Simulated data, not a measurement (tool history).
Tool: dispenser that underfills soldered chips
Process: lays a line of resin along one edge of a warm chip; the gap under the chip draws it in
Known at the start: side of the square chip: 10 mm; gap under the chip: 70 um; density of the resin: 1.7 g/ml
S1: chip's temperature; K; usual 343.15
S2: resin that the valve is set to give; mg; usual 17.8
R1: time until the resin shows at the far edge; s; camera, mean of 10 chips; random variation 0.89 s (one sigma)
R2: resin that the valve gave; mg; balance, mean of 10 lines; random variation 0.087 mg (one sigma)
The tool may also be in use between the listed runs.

{"run": 1, "hour": 0.0, "S1": 343.15, "S2": 17.8, "R1": 87.6, "R2": 17.15}
{"run": 2, "hour": 9.0, "S1": 343.15, "S2": 17.8, "R1": 120.1, "R2": 17.14}
{"hour": 9.8, "done": "new syringe of resin"}
{"run": 3, "hour": 13.5, "S1": 343.15, "S2": 15.3, "R1": 99.8, "R2": 14.62}
{"hour": 15.3, "done": "dispensing valve cleaned and set on the balance"}
{"hour": 22.1, "done": "new syringe of resin"}
{"run": 4, "hour": 22.1, "S1": 353.15, "S2": 17.8, "R1": 49.2, "R2": 17.67}
{"run": 5, "hour": 27.9, "S1": 353.15, "S2": 16.6, "R1": 60.6, "R2": 16.55}
{"hour": 34.0, "done": "new syringe of resin"}
{"run": 6, "hour": 38.3, "S1": 353.15, "S2": 16.6, "R1": 58.6, "R2": 16.49}
{"hour": 45.6, "done": "new syringe of resin"}
{"run": 7, "hour": 46.8, "S1": 353.15, "S2": 16.6, "R1": 51.1, "R2": 16.37}
{"run": 8, "hour": 53.5, "S1": 353.15, "S2": 16.6, "R1": 65.1, "R2": 16.54}
{"hour": 57.1, "done": "new syringe of resin"}
{"run": 9, "hour": 63.2, "S1": 353.15, "S2": 16.6, "R1": 61.9, "R2": 16.43}
{"hour": 68.2, "done": "new syringe of resin"}
{"run": 10, "hour": 71.8, "S1": 353.15, "S2": 16.6, "R1": 55.6, "R2": 16.36}
{"hour": 79.8, "done": "new syringe of resin"}
{"run": 11, "hour": 81.8, "S1": 353.15, "S2": 16.6, "R1": 53.1, "R2": 16.35}
{"run": 12, "hour": 86.4, "S1": 341.15, "S2": 17.8, "R1": 113.6, "R2": 17.53}
{"hour": 91.5, "done": "new syringe of resin"}
{"run": 13, "hour": 96.2, "S1": 341.15, "S2": 17.8, "R1": 109.5, "R2": 17.52}
{"run": 14, "hour": 100.7, "S1": 341.15, "S2": 17.8, "R1": 124.1, "R2": 17.49}
{"hour": 102.8, "done": "new syringe of resin"}
{"run": 15, "hour": 109.0, "S1": 354.15, "S2": 17.8, "R1": 56.8, "R2": 17.35}
{"hour": 114.5, "done": "new syringe of resin"}
{"run": 16, "hour": 117.7, "S1": 328.15, "S2": 20.1, "R1": 211.7, "R2": 19.86}
{"hour": 126.0, "done": "new syringe of resin"}
{"run": 17, "hour": 126.5, "S1": 340.15, "S2": 19.6, "R1": 98.3, "R2": 19.24}
{"run": 18, "hour": 131.3, "S1": 340.15, "S2": 19.6, "R1": 113, "R2": 19.18}
{"hour": 137.1, "done": "new syringe of resin"}
{"run": 19, "hour": 137.2, "S1": 353.15, "S2": 17.8, "R1": 47.6, "R2": 17.4}
{"run": 20, "hour": 145.6, "S1": 355.15, "S2": 17.8, "R1": 57.8, "R2": 17.41}
{"hour": 148.3, "done": "new syringe of resin"}
{"run": 21, "hour": 150.5, "S1": 340.15, "S2": 15.5, "R1": 108.4, "R2": 15.19}
{"hour": 160.1, "done": "new syringe of resin"}
{"run": 22, "hour": 160.7, "S1": 350.15, "S2": 16.8, "R1": 58.1, "R2": 16.45}
{"run": 23, "hour": 166.5, "S1": 348.15, "S2": 15.2, "R1": 81.6, "R2": 14.76}
{"hour": 171.7, "done": "new syringe of resin"}
{"run": 24, "hour": 172.6, "S1": 348.15, "S2": 15.2, "R1": 66.1, "R2": 14.67}
{"run": 25, "hour": 179.3, "S1": 353.15, "S2": 21.6, "R1": 62, "R2": 20.84}
{"hour": 183.1, "done": "new syringe of resin"}
{"run": 26, "hour": 184.3, "S1": 348.15, "S2": 15.2, "R1": 67.5, "R2": 14.66}
{"run": 27, "hour": 190.0, "S1": 348.15, "S2": 15.2, "R1": 84.1, "R2": 14.71}
{"hour": 194.8, "done": "new syringe of resin"}
{"run": 28, "hour": 200.5, "S1": 334.15, "S2": 18.2, "R1": 162, "R2": 17.56}

3 ways to go on from here, each from the tool as it stands after run 28. What would each give?
{"hour": 206.3, "done": "new syringe of resin"}
{"run": "A", "hour": 210.5, "S1": 343.15, "S2": 21.8, "R1": "?", "R2": "?"}
{"hour": 206.3, "done": "new syringe of resin"}
{"run": "B", "hour": 210.5, "S1": 329.15, "S2": 18.2, "R1": "?", "R2": "?"}
{"hour": 206.3, "done": "new syringe of resin"}
{"run": "C", "hour": 210.5, "S1": 358.15, "S2": 17.8, "R1": "?", "R2": "?"}

run=A R1=92.4 R2=20.87
run=B R1=207.8 R2=17.68
run=C R1=44.6 R2=17.22
Without the tool's hidden state the same runs would have given:
run=A R1=81.6 R2=21.66
run=B R1=183.5 R2=18.34
run=C R1=39.1 R2=17.88

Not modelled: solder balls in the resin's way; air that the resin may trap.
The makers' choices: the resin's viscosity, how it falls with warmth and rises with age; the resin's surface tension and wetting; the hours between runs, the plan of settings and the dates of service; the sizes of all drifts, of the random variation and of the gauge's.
